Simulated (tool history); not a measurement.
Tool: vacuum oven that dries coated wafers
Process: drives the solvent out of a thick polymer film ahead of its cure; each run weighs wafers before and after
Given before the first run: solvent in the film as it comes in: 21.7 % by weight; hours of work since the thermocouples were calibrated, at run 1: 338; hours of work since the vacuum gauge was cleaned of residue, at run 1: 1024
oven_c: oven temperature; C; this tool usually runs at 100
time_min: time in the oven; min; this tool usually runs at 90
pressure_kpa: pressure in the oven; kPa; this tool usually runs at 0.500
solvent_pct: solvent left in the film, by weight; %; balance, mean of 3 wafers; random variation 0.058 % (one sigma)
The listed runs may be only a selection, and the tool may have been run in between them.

| run | hour | oven_c | time_min | pressure_kpa | hours of work since the thermocouples were calibrated | hours of work since the vacuum gauge was cleaned of residue | solvent_pct |
|---|---|---|---|---|---|---|---|
| 1 | 0.0 | 100 | 90 | 0.500 | 338 | 1024 | 3.45 |
| 2 | 46.7 | 100 | 90 | 0.500 | 361 | 1047 | 3.40 |
| 3 | 105.8 | 100 | 151 | 0.500 | 390 | 1076 | 1.45 |
| 4 | 192.9 | 100 | 151 | 0.500 | 432 | 1118 | 1.33 |
| 5 | 264.0 | 100 | 151 | 0.500 | 467 | 1153 | 1.40 |
| 6 | 343.5 | 100 | 151 | 0.500 | 506 | 1192 | 1.49 |
| 7 | 384.5 | 91 | 90 | 0.500 | 526 | 1212 | 6.37 |
| 8 | 459.4 | 91 | 46 | 0.500 | 562 | 1249 | 10.48 |
| 9 | 500.4 | 91 | 46 | 0.500 | 582 | 1269 | 10.35 |
| 10 | 572.9 | 91 | 46 | 0.500 | 618 | 1304 | 10.27 |
| 11 | 620.1 | 102 | 90 | 0.500 | 641 | 1327 | 2.78 |
| 12 | 674.0 | 102 | 90 | 0.500 | 667 | 1353 | 2.83 |
| 13 | 711.7 | 102 | 90 | 0.500 | 686 | 1372 | 2.76 |
| 14 | 795.5 | 102 | 90 | 0.500 | 726 | 1413 | 2.78 |
| 15 | 868.0 | 102 | 90 | 0.500 | 762 | 1448 | 2.76 |
| 16 | 921.5 | 102 | 90 | 0.500 | 788 | 1474 | 2.81 |
| 17 | 987.1 | 102 | 90 | 0.500 | 820 | 1506 | 2.72 |
| 18 | 1060.6 | 102 | 90 | 0.377 | 856 | 1542 | 2.68 |
| 19 | 1102.8 | 112 | 90 | 0.500 | 876 | 1563 | 0.92 |
| 20 | 1179.6 | 112 | 90 | 0.500 | 914 | 1600 | 0.92 |
| 21 | 1250.4 | 112 | 90 | 0.500 | 948 | 1635 | 1.02 |
| 22 | 1292.0 | 112 | 90 | 0.500 | 969 | 1655 | 0.94 |
| 23 | 1329.1 | 112 | 90 | 0.500 | 987 | 1673 | 1.02 |
|  | 1365.9 | vacuum gauge cleaned of residue and calibrated |
| 24 | 1407.5 | 100 | 90 | 0.500 | 1024 | 20 | 2.91 |
| 25 | 1490.6 | 107 | 90 | 1.164 | 1065 | 61 | 1.71 |
| 26 | 1549.0 | 107 | 90 | 1.164 | 1093 | 89 | 1.70 |
| 27 | 1634.0 | 100 | 134 | 0.500 | 1135 | 131 | 1.26 |
|  | 1705.4 | oven's thermocouples calibrated |
| 28 | 1720.0 | 100 | 134 | 0.500 | 7 | 172 | 1.17 |
| 29 | 1772.7 | 112 | 90 | 0.500 | 33 | 198 | 0.62 |
| 30 | 1858.3 | 105 | 47 | 0.268 | 75 | 239 | 4.61 |
| 31 | 1937.8 | 100 | 80 | 0.714 | 113 | 278 | 3.26 |
| 32 | 2012.4 | 87 | 130 | 0.844 | 150 | 315 | 4.98 |
| 33 | 2052.9 | 87 | 130 | 0.844 | 170 | 334 | 4.87 |
| 34 | 2122.2 | 100 | 79 | 0.500 | 203 | 368 | 3.26 |
| 35 | 2164.5 | 100 | 79 | 0.500 | 224 | 389 | 3.28 |
|  | 2200.1 | oven's thermocouples calibrated, once more |
| 36 | 2243.1 | 100 | 79 | 0.500 | 21 | 426 | 4.07 |
| 37 | 2326.6 | 89 | 90 | 1.983 | 62 | 467 | 8.19 |
| 38 | 2404.6 | 89 | 90 | 1.983 | 100 | 505 | 8.22 |
| 39 | 2443.9 | 89 | 90 | 1.983 | 119 | 524 | 8.38 |
| 40 | 2486.8 | 89 | 90 | 1.983 | 140 | 545 | 8.09 |
| 41 | 2544.1 | 114 | 90 | 1.983 | 168 | 573 | 1.28 |
| 42 | 2621.1 | 100 | 73 | 0.367 | 206 | 611 | 4.42 |
| 43 | 2695.5 | 100 | 73 | 0.367 | 242 | 647 | 4.38 |
| 44 | 2759.6 | 100 | 73 | 0.367 | 273 | 678 | 4.39 |
| 45 | 2834.5 | 88 | 80 | 1.302 | 310 | 715 | 8.82 |
| 46 | 2894.3 | 100 | 91 | 0.500 | 339 | 744 | 3.30 |
| 47 | 2966.6 | 108 | 131 | 0.500 | 374 | 779 | 0.73 |

Across each entry between runs, compare the hidden state at the last listed run before it with the hidden state at the first listed run after it:
From run 23 to run 24: vacuum gauge cleaned of residue and calibrated (hour 1365.9)
  true wafer temperature over the reading, C: 1.25 -> 1.31; true pressure over the reading, kPa: 0.616 -> 0.004
  measured less the result without the state, solvent_pct: +0.11 -> -0.36 %
From run 27 to run 28: oven's thermocouples calibrated (hour 1705.4)
  true wafer temperature over the reading, C: 1.49 -> 2.37; true pressure over the reading, kPa: 0.045 -> 0.06
  measured less the result without the state, solvent_pct: -0.23 -> -0.36 %
From run 35 to run 36: oven's thermocouples calibrated, once more (hour 2200.1)
  true wafer temperature over the reading, C: 2.72 -> -0.31; true pressure over the reading, kPa: 0.143 -> 0.157
  measured less the result without the state, solvent_pct: -0.75 -> +0.17 %

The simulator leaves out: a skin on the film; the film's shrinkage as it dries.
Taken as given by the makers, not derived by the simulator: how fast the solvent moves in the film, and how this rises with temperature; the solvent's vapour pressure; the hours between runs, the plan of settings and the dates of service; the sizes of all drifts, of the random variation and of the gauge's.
